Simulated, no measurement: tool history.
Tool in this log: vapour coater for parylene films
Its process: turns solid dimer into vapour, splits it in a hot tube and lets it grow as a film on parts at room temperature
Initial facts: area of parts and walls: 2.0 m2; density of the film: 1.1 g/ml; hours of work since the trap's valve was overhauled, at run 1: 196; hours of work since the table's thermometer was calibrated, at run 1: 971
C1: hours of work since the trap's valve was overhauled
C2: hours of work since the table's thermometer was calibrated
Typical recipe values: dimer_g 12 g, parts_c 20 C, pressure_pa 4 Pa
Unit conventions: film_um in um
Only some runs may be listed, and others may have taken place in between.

run 1 day=0 | dimer_g=12 parts_c=20 pressure_pa=4 | C1=196 C2=971 | film_um=3.68
run 2 day=1.533 | dimer_g=12 parts_c=12 pressure_pa=4 | C1=217 C2=992 | film_um=5.16
-- day=2.871 table's thermometer calibrated
run 3 day=4.942 | dimer_g=12 parts_c=20 pressure_pa=4 | C1=262 C2=28 | film_um=3.7
-- day=6.396 trap's valve overhauled
run 4 day=7.092 | dimer_g=12 parts_c=20 pressure_pa=4 | C1=9 C2=54 | film_um=3.86
run 5 day=8.542 | dimer_g=12 parts_c=20 pressure_pa=4 | C1=29 C2=74 | film_um=3.79
run 6 day=11.283 | dimer_g=5 parts_c=20 pressure_pa=4 | C1=65 C2=110 | film_um=1.61
run 7 day=13.329 | dimer_g=5 parts_c=20 pressure_pa=4 | C1=93 C2=138 | film_um=1.57
run 8 day=15.338 | dimer_g=5 parts_c=20 pressure_pa=4 | C1=120 C2=165 | film_um=1.55
run 9 day=17.912 | dimer_g=5 parts_c=20 pressure_pa=4 | C1=154 C2=199 | film_um=1.56
run 10 day=20.888 | dimer_g=5 parts_c=20 pressure_pa=4 | C1=194 C2=239 | film_um=1.55
run 11 day=22.558 | dimer_g=12 parts_c=17 pressure_pa=4 | C1=217 C2=262 | film_um=4.24
run 12 day=24.788 | dimer_g=12 parts_c=17 pressure_pa=4 | C1=246 C2=291 | film_um=4.25
-- day=27.525 trap's valve overhauled
run 13 day=27.788 | dimer_g=12 parts_c=17 pressure_pa=4 | C1=4 C2=329 | film_um=4.37
run 14 day=31.088 | dimer_g=6 parts_c=20 pressure_pa=4 | C1=48 C2=374 | film_um=1.88
run 15 day=33.958 | dimer_g=12 parts_c=20 pressure_pa=4 | C1=86 C2=412 | film_um=3.76
run 16 day=36.796 | dimer_g=12 parts_c=23 pressure_pa=4 | C1=124 C2=450 | film_um=3.24
run 17 day=39.85 | dimer_g=12 parts_c=23 pressure_pa=4 | C1=165 C2=491 | film_um=3.18
run 18 day=43.158 | dimer_g=12 parts_c=23 pressure_pa=4 | C1=209 C2=535 | film_um=3.18
run 19 day=45.467 | dimer_g=12 parts_c=23 pressure_pa=4 | C1=240 C2=566 | film_um=3.17
-- day=48.588 trap's valve overhauled
run 20 day=48.871 | dimer_g=12 parts_c=23 pressure_pa=4 | C1=4 C2=610 | film_um=3.29
run 21 day=51.738 | dimer_g=12 parts_c=23 pressure_pa=4 | C1=42 C2=648 | film_um=3.29
run 22 day=53.388 | dimer_g=10 parts_c=20 pressure_pa=4 | C1=64 C2=670 | film_um=3.15
run 23 day=56.275 | dimer_g=10 parts_c=16 pressure_pa=3.02 | C1=103 C2=709 | film_um=3.88
run 24 day=59.446 | dimer_g=9 parts_c=24 pressure_pa=2.81 | C1=146 C2=751 | film_um=2.42
run 25 day=61.075 | dimer_g=14 parts_c=12 pressure_pa=4.39 | C1=167 C2=773 | film_um=6.09
run 26 day=63.038 | dimer_g=14 parts_c=12 pressure_pa=6.33 | C1=194 C2=799 | film_um=5.73
run 27 day=65.329 | dimer_g=14 parts_c=12 pressure_pa=6.33 | C1=224 C2=830 | film_um=5.69
run 28 day=66.996 | dimer_g=6 parts_c=21 pressure_pa=5.64 | C1=247 C2=852 | film_um=1.64
run 29 day=69.029 | dimer_g=12 parts_c=25 pressure_pa=3.78 | C1=274 C2=880 | film_um=2.9
-- day=69.642 trap's valve overhauled
run 30 day=72.633 | dimer_g=12 parts_c=19 pressure_pa=3.15 | C1=40 C2=926 | film_um=4.06
run 31 day=75.254 | dimer_g=9 parts_c=32 pressure_pa=2.58 | C1=75 C2=961 | film_um=1.73
run 32 day=78.729 | dimer_g=9 parts_c=32 pressure_pa=2.58 | C1=122 C2=1007 | film_um=1.74
-- day=79 table's thermometer calibrated
run 33 day=80.808 | dimer_g=7 parts_c=20 pressure_pa=6.92 | C1=149 C2=24 | film_um=2.01
run 34 day=82.788 | dimer_g=11 parts_c=28 pressure_pa=11.04 | C1=176 C2=51 | film_um=2.07
run 35 day=85.921 | dimer_g=12 parts_c=20 pressure_pa=4 | C1=218 C2=93 | film_um=3.72
run 36 day=88.258 | dimer_g=5 parts_c=27 pressure_pa=11.33 | C1=249 C2=124 | film_um=0.97
-- day=90.608 trap's valve overhauled
run 37 day=90.854 | dimer_g=5 parts_c=27 pressure_pa=2.37 | C1=3 C2=157 | film_um=1.23
run 38 day=93.7 | dimer_g=10 parts_c=22 pressure_pa=6.52 | C1=41 C2=195 | film_um=2.74
run 39 day=96.6 | dimer_g=8 parts_c=14 pressure_pa=11.7 | C1=80 C2=234 | film_um=2.87
run 40 day=99.879 | dimer_g=8 parts_c=14 pressure_pa=11.7 | C1=124 C2=278 | film_um=2.8
run 41 day=102.425 | dimer_g=8 parts_c=14 pressure_pa=11.7 | C1=158 C2=312 | film_um=2.82
run 42 day=105.117 | dimer_g=21 parts_c=22 pressure_pa=4.42 | C1=194 C2=348 | film_um=5.82
run 43 day=108.171 | dimer_g=21 parts_c=22 pressure_pa=4.42 | C1=235 C2=389 | film_um=5.85
run 44 day=110.962 | dimer_g=21 parts_c=22 pressure_pa=4.42 | C1=273 C2=426 | film_um=5.77

Branching from run 44: 5 alternative next runs. What would each branch give?
-- day=111.6 trap's valve overhauled
run A day=113.742 | dimer_g=6 parts_c=13 pressure_pa=4.52 | C1=29 C2=461 | film_um=?
-- day=111.6 trap's valve overhauled
run B day=113.742 | dimer_g=21 parts_c=17 pressure_pa=4.42 | C1=29 C2=461 | film_um=?
-- day=111.6 trap's valve overhauled
run C day=113.742 | dimer_g=10 parts_c=27 pressure_pa=10.25 | C1=29 C2=461 | film_um=?
-- day=111.6 trap's valve overhauled
run D day=113.742 | dimer_g=6 parts_c=20 pressure_pa=2.02 | C1=29 C2=461 | film_um=?
-- day=111.6 trap's valve overhauled
run E day=113.742 | dimer_g=9 parts_c=19 pressure_pa=5.74 | C1=29 C2=461 | film_um=?

run=A film_um=2.56
run=B film_um=7.58
run=C film_um=1.98
run=D film_um=2.13
run=E film_um=2.82
Take away the tool's hidden state, keep each run's random variation, and the runs would have read:
run=A film_um=2.6
run=B film_um=7.69
run=C film_um=2.01
run=D film_um=2.17
run=E film_um=2.86

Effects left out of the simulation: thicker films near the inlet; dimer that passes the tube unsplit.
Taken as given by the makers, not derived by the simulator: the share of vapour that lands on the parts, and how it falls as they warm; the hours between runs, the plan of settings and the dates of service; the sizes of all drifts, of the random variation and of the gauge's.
